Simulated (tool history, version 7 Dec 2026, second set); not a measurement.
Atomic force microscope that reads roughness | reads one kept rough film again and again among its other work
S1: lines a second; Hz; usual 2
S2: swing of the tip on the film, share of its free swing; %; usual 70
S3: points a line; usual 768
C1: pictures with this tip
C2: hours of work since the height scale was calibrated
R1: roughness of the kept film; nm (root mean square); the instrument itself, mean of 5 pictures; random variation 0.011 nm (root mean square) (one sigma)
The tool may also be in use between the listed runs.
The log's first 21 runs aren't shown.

run     day    S1  S2   S3   C1  C2     R1
 22   8.817  1.45  70  768  270  16  2.236
 23   9.088   2.4  70  797  279  19  2.147
      9.242  -- height scale calibrated on a step standard, once more
 24   9.492  0.99  62  258  290   3  2.285
 25   9.942  0.93  64  637  304   9  2.269
 26  10.438  0.93  64  637  319  15   2.26
 27  10.888  2.89  65  641  333  21   2.13
 28  11.179   2.4  70  768  342  25  2.099
 29  11.692  0.94  67  735  358  31   2.24
 30  11.942     2  61  420  365  34  2.181
 31  12.233     2  69  686  374  38  2.114
 32  12.617     2  69  686  386  43  2.117

Run 33 comes next. What will it give?
     12.671  -- new tip fitted
 33  12.917   2  69  686   8  47   ?

R1: 2.433 nm (root mean square)
Without the tool's hidden state the same run would have given R1 2.445 nm (root mean square).
